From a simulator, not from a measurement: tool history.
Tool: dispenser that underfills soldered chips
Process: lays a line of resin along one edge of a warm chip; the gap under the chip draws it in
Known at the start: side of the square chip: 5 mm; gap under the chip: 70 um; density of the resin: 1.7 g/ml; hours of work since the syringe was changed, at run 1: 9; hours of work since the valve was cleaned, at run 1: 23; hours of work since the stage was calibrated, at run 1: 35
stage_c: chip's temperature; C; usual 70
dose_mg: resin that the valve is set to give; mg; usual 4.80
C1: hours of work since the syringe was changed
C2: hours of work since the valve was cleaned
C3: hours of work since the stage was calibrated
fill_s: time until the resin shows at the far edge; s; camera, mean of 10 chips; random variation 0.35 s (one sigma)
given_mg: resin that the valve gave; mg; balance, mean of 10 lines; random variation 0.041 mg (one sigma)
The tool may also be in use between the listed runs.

Run 1, day 0.000: usual settings; C1 9; C2 23; C3 35. Result: fill_s 29.1 s, given_mg 4.66 mg.
At day 0.121: new syringe of resin.
Run 2, day 0.221: usual settings; C1 2; C2 26; C3 39. Result: fill_s 19.4 s, given_mg 4.70 mg.
Run 3, day 0.500: usual settings; C1 7; C2 31; C3 44. Result: fill_s 25.8 s, given_mg 4.62 mg.
At day 0.729: new syringe of resin.
Run 4, day 0.767: usual settings; C1 1; C2 36; C3 49. Result: fill_s 19.2 s, given_mg 4.61 mg.
Run 5, day 0.992: usual settings; C1 5; C2 40; C3 53. Result: fill_s 23.8 s, given_mg 4.59 mg.
Run 6, day 1.188: usual settings; C1 8; C2 44; C3 57. Result: fill_s 29.2 s, given_mg 4.58 mg.
At day 1.346: new syringe of resin.
Run 7, day 1.479: usual settings; C1 2; C2 49; C3 62. Result: fill_s 20.4 s, given_mg 4.61 mg.
At day 1.642: dispensing valve cleaned and set on the balance.
Run 8, day 1.742: usual settings; C1 7; C2 2; C3 66. Result: fill_s 25.8 s, given_mg 4.84 mg.
Run 9, day 1.867: usual settings but dose_mg 4.50 mg; C1 9; C2 4; C3 68. Result: fill_s 28.2 s, given_mg 4.51 mg.
At day 2.012: new syringe of resin.
Run 10, day 2.146: usual settings but stage_c 72 C; C1 2; C2 9; C3 73. Result: fill_s 19.4 s, given_mg 4.75 mg.
Run 11, day 2.275: usual settings but stage_c 64 C; C1 5; C2 11; C3 75. Result: fill_s 30.8 s, given_mg 4.70 mg.
Run 12, day 2.442: usual settings but stage_c 69 C; C1 8; C2 14; C3 79. Result: fill_s 29.8 s, given_mg 4.81 mg.
Run 13, day 2.571: usual settings but stage_c 56 C; C1 10; C2 17; C3 81. Result: fill_s 58.8 s, given_mg 4.79 mg.
At day 2.625: new syringe of resin.
Run 14, day 2.712: usual settings but dose_mg 5.77 mg; C1 2; C2 19; C3 83. Result: fill_s 20.5 s, given_mg 5.67 mg.
Run 15, day 2.971: usual settings but dose_mg 5.77 mg; C1 6; C2 24; C3 88. Result: fill_s 25.7 s, given_mg 5.67 mg.
Run 16, day 3.146: usual settings but dose_mg 5.77 mg; C1 10; C2 27; C3 91. Result: fill_s 30.3 s, given_mg 5.59 mg.
At day 3.238: new syringe of resin.
Run 17, day 3.304: usual settings but stage_c 75 C, dose_mg 5.77 mg; C1 1; C2 30; C3 94. Result: fill_s 16.1 s, given_mg 5.56 mg.
Run 18, day 3.458: usual settings but stage_c 75 C, dose_mg 5.77 mg; C1 4; C2 33; C3 97. Result: fill_s 18.4 s, given_mg 5.55 mg.
Run 19, day 3.579: usual settings but stage_c 58 C, dose_mg 5.58 mg; C1 6; C2 35; C3 99. Result: fill_s 43.5 s, given_mg 5.44 mg.
Run 20, day 3.812: usual settings but stage_c 67 C, dose_mg 4.93 mg; C1 11; C2 39; C3 103. Result: fill_s 36.2 s, given_mg 4.72 mg.
At day 3.850: new syringe of resin.
Run 21, day 3.983: usual settings but stage_c 67 C, dose_mg 4.93 mg; C1 2; C2 42; C3 106. Result: fill_s 23.9 s, given_mg 4.81 mg.
Run 22, day 4.121: usual settings but stage_c 76 C, dose_mg 5.49 mg; C1 5; C2 45; C3 109. Result: fill_s 18.9 s, given_mg 5.21 mg.
Run 23, day 4.304: usual settings but stage_c 55 C, dose_mg 5.24 mg; C1 8; C2 48; C3 112. Result: fill_s 56.0 s, given_mg 4.98 mg.
At day 4.475: new syringe of resin.
At day 4.538: dispensing valve cleaned and set on the balance.
Run 24, day 4.554: usual settings but stage_c 55 C, dose_mg 5.24 mg; C1 1; C2 0; C3 116. Result: fill_s 38.3 s, given_mg 5.24 mg.
Run 25, day 4.738: usual settings but stage_c 55 C, dose_mg 5.24 mg; C1 4; C2 4; C3 119. Result: fill_s 45.4 s, given_mg 5.11 mg.
Run 26, day 4.875: usual settings but stage_c 58 C, dose_mg 4.33 mg; C1 7; C2 6; C3 122. Result: fill_s 44.4 s, given_mg 4.45 mg.
Run 27, day 5.100: usual settings but stage_c 58 C, dose_mg 4.33 mg; C1 11; C2 10; C3 126. Result: fill_s 56.5 s, given_mg 4.29 mg.
At day 5.142: new syringe of resin.
Run 28, day 5.350: usual settings but stage_c 58 C, dose_mg 4.33 mg; C1 4; C2 15; C3 130. Result: fill_s 40.1 s, given_mg 4.25 mg.
Run 29, day 5.629: usual settings but stage_c 78 C, dose_mg 5.25 mg; C1 9; C2 20; C3 135. Result: fill_s 21.3 s, given_mg 5.15 mg.
At day 5.754: new syringe of resin.
Run 30, day 5.888: usual settings but stage_c 79 C; C1 2; C2 24; C3 140. Result: fill_s 15.1 s, given_mg 4.64 mg.
Run 31, day 6.100: usual settings but stage_c 57 C; C1 6; C2 28; C3 144. Result: fill_s 47.1 s, given_mg 4.69 mg.
At day 6.371: new syringe of resin.
Run 32, day 6.388: usual settings but stage_c 82 C, dose_mg 6.01 mg; C1 0; C2 33; C3 149. Result: fill_s 11.7 s, given_mg 5.77 mg.
Run 33, day 6.633: usual settings but stage_c 68 C, dose_mg 4.59 mg; C1 5; C2 38; C3 153. Result: fill_s 27.1 s, given_mg 4.43 mg.
Run 34, day 6.758: usual settings but stage_c 74 C, dose_mg 5.05 mg; C1 7; C2 40; C3 155. Result: fill_s 23.0 s, given_mg 4.83 mg.
At day 6.975: new syringe of resin.
Run 35, day 7.058: usual settings but stage_c 74 C, dose_mg 5.05 mg; C1 2; C2 45; C3 161. Result: fill_s 17.6 s, given_mg 4.91 mg.

4 ways to go on from here, each from the tool as it stands after run 35. What would each give?
Run A, day 7.338: usual settings but dose_mg 4.52 mg; C1 7; C2 51; C3 166. Result: fill_s ?, given_mg ?.
Run B, day 7.338: usual settings but stage_c 63 C, dose_mg 5.54 mg; C1 7; C2 51; C3 166. Result: fill_s ?, given_mg ?.
Run C, day 7.338: usual settings but stage_c 77 C; C1 7; C2 51; C3 166. Result: fill_s ?, given_mg ?.
Run D, day 7.338: usual settings but stage_c 69 C, dose_mg 5.30 mg; C1 7; C2 51; C3 166. Result: fill_s ?, given_mg ?.

run  fill_s  given_mg
  A    27.1      4.32
  B    36.6      5.26
  C    20.1      4.55
  D    28.7      5.10
Without the tool's hidden state the same runs would have given:
run  fill_s  given_mg
  A    17.8      4.54
  B    24.2      5.54
  C    13.3      4.79
  D    19.2      5.37
